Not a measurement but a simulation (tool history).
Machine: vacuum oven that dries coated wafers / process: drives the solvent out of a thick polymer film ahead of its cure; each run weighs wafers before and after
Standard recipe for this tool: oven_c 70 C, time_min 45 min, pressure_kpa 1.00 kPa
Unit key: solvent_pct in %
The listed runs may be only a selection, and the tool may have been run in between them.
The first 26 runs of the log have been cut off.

run	hour	oven_c	time_min	pressure_kpa	hours of work since the thermocouples were calibrated	hours of work since the vacuum gauge was cleaned of residue	solvent_pct
27	846.8	63	31	1.15	1089	1393	6.07
28	880.6	58	51	1.00	1115	1419	5.37
29	927.6	80	45	0.55	1151	1455	0.82
# hour 953.1: vacuum gauge cleaned of residue and calibrated
30	960.1	63	45	1.29	1175	5	4.25
31	1007.4	63	45	1.29	1211	42	4.25
32	1034.6	60	50	0.63	1232	62	4.35
33	1072.2	82	38	0.52	1261	91	0.68
34	1094.6	81	52	2.48	1278	108	0.85
35	1136.9	81	52	2.48	1310	141	0.91
36	1178.4	66	45	3.64	1342	173	4.37
37	1217.6	66	45	3.64	1372	203	4.39
38	1237.5	70	26	0.85	1387	218	4.57
39	1284.9	70	26	0.85	1423	254	4.52
40	1325.2	62	30	1.79	1454	285	6.49
41	1363.1	59	26	3.17	1483	314	8.44
42	1390.1	56	54	3.17	1504	335	6.49
43	1417.5	64	45	1.00	1525	356	3.74
44	1448.9	55	25	2.08	1549	380	9.04
45	1472.6	56	32	2.87	1567	398	8.31
46	1516.1	56	32	2.87	1601	431	8.36
47	1552.0	70	57	0.94	1628	459	1.59
48	1591.0	70	57	0.94	1658	489	1.55

3 options for the next run, each taken on its own from the tool as it stands now. Forecast them:
A	1633.6	66	68	1.30	1691	521	?
B	1633.6	83	57	3.54	1691	521	?
C	1633.6	59	36	1.00	1691	521	?

run	solvent_pct
A	1.91
B	1.01
C	6.25
The same runs, with their run-to-run variation unchanged, on a tool lacking any hidden condition would have given:
run	solvent_pct
A	2.17
B	1.07
C	6.67

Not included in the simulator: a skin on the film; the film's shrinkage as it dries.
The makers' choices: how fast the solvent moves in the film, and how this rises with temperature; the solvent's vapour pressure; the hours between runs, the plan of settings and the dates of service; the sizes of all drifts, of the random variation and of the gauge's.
